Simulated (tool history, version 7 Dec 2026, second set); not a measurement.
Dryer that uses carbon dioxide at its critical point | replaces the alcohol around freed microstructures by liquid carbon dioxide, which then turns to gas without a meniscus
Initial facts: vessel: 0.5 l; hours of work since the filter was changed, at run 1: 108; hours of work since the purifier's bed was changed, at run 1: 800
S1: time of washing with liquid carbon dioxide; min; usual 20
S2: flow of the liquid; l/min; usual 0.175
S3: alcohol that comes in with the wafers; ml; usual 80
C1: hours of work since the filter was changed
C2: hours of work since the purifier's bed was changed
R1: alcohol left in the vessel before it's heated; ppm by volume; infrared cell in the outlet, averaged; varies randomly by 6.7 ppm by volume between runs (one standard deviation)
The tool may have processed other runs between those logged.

Run 1, day 0: usual settings; C1 108; C2 800. Result: R1 516 ppm by volume.
Run 2, day 1.15: usual settings; C1 129; C2 822. Result: R1 536 ppm by volume.
Run 3, day 2.921: usual settings; C1 163; C2 855. Result: R1 576 ppm by volume.
Run 4, day 4.262: usual settings; C1 189; C2 881. Result: R1 627 ppm by volume.
Run 5, day 5.221: usual settings; C1 207; C2 899. Result: R1 654 ppm by volume.
At day 6.125: purifier's bed changed.
Run 6, day 6.983: usual settings but S3 90 ml; C1 238; C2 16. Result: R1 673 ppm by volume.
Run 7, day 7.788: usual settings but S3 90 ml; C1 253; C2 32. Result: R1 691 ppm by volume.
Run 8, day 8.575: usual settings but S3 90 ml; C1 268; C2 46. Result: R1 717 ppm by volume.
Run 9, day 10.333: usual settings; C1 301; C2 80. Result: R1 720 ppm by volume.
Run 10, day 11.567: usual settings; C1 325; C2 103. Result: R1 784 ppm by volume.
Run 11, day 12.612: usual settings; C1 345; C2 123. Result: R1 837 ppm by volume.
At day 14.142: inlet filter changed.
Run 12, day 14.554: usual settings; C1 8; C2 159. Result: R1 341 ppm by volume.
Run 13, day 15.796: usual settings but S3 112 ml; C1 31; C2 183. Result: R1 489 ppm by volume.
Run 14, day 16.771: usual settings but S3 112 ml; C1 50; C2 201. Result: R1 507 ppm by volume.
Run 15, day 17.938: usual settings but S3 105 ml; C1 72; C2 223. Result: R1 512 ppm by volume.
Run 16, day 18.825: usual settings but S1 16 min; C1 89; C2 240. Result: R1 1301 ppm by volume.
Run 17, day 20.533: usual settings but S1 16 min; C1 121; C2 273. Result: R1 1424 ppm by volume.
Run 18, day 21.833: usual settings but S1 16 min; C1 146; C2 297. Result: R1 1513 ppm by volume.
Run 19, day 22.908: usual settings but S1 16 min, S3 53 ml; C1 166; C2 318. Result: R1 1089 ppm by volume.
Run 20, day 24.421: usual settings; C1 195; C2 346. Result: R1 573 ppm by volume.
Run 21, day 26.025: usual settings; C1 225; C2 377. Result: R1 648 ppm by volume.
Run 22, day 27.358: usual settings; C1 251; C2 402. Result: R1 682 ppm by volume.
Run 23, day 28.483: usual settings but S1 24 min, S2 0.128 l/min; C1 272; C2 423. Result: R1 1449 ppm by volume.
Run 24, day 29.904: usual settings but S1 24 min, S2 0.128 l/min; C1 299; C2 450. Result: R1 1532 ppm by volume.
Run 25, day 31.762: usual settings but S1 19 min, S2 0.199 l/min, S3 91 ml; C1 334; C2 486. Result: R1 667 ppm by volume.
Run 26, day 32.838: usual settings but S1 19 min, S2 0.199 l/min, S3 91 ml; C1 355; C2 506. Result: R1 719 ppm by volume.
At day 33.825: inlet filter changed.
Run 27, day 33.892: usual settings but S1 19 min, S2 0.199 l/min, S3 91 ml; C1 1; C2 525. Result: R1 280 ppm by volume.
Run 28, day 35.85: usual settings but S2 0.121 l/min, S3 37 ml; C1 38; C2 562. Result: R1 1169 ppm by volume.
Run 29, day 37.512: usual settings but S1 22 min; C1 70; C2 594. Result: R1 301 ppm by volume.
Run 30, day 38.5: usual settings but S1 29 min, S2 0.173 l/min, S3 20 ml; C1 89; C2 613. Result: R1 113 ppm by volume.
Run 31, day 39.621: usual settings but S1 29 min, S2 0.173 l/min, S3 20 ml; C1 110; C2 634. Result: R1 92 ppm by volume.
Run 32, day 41.408: usual settings but S2 0.134 l/min, S3 76 ml; C1 144; C2 668. Result: R1 1837 ppm by volume.
Run 33, day 42.942: usual settings but S2 0.134 l/min, S3 76 ml; C1 173; C2 697. Result: R1 2013 ppm by volume.
Run 34, day 44.258: usual settings but S2 0.134 l/min, S3 76 ml; C1 198; C2 722. Result: R1 2058 ppm by volume.
Run 35, day 45.546: usual settings but S2 0.134 l/min, S3 76 ml; C1 222; C2 746. Result: R1 2230 ppm by volume.
Run 36, day 47.379: usual settings but S1 12 min, S2 0.134 l/min, S3 82 ml; C1 257; C2 781. Result: R1 13315 ppm by volume.
Run 37, day 49.05: usual settings but S1 17 min, S2 0.2 l/min, S3 95 ml; C1 289; C2 813. Result: R1 1056 ppm by volume.
Run 38, day 50.529: usual settings but S1 17 min, S2 0.2 l/min, S3 95 ml; C1 317; C2 841. Result: R1 1159 ppm by volume.
Run 39, day 51.608: usual settings but S1 19 min, S2 0.222 l/min, S3 89 ml; C1 337; C2 861. Result: R1 419 ppm by volume.
Run 40, day 53.325: usual settings but S1 19 min, S2 0.222 l/min, S3 89 ml; C1 370; C2 894. Result: R1 456 ppm by volume.
At day 53.538: inlet filter changed.
At day 54.412: purifier's bed changed.
Run 41, day 54.412: usual settings but S1 23 min, S2 0.192 l/min, S3 89 ml; C1 14; C2 0. Result: R1 72 ppm by volume.
Run 42, day 55.304: usual settings but S1 23 min, S2 0.254 l/min, S3 53 ml; C1 31; C2 17. Result: R1 18 ppm by volume.
Run 43, day 56.721: usual settings but S1 18 min, S2 0.144 l/min; C1 58; C2 44. Result: R1 1814 ppm by volume.

Hidden state or all else? Some run-to-run changes of R1, split into what the settings, what came in and random variation would give without the hidden state, and what is left for the hidden state (with any gauge scatter that isn't in both results):
Unlogged tool condition in this case: flow that reaches the vessel past the clogged filter, %; alcohol in the recycled carbon dioxide, ppm; drift of the gauge itself on alcohol_ppm, %.
Run 11 -> 12: inlet filter changed. R1 -496 ppm by volume: hidden state -503, all else +7.
Run 35 -> 36: S1 20 -> 12, S3 76 -> 82. R1 +11085 ppm by volume: hidden state +3090, all else +7995.
Run 36 -> 37: S1 12 -> 17, S2 0.134 -> 0.2, S3 82 -> 95. R1 -12259 ppm by volume: hidden state -3396, all else -8863.
Run 42 -> 43: S1 23 -> 18, S2 0.254 -> 0.144, S3 53 -> 80. R1 +1796 ppm by volume: hidden state +275, all else +1521.
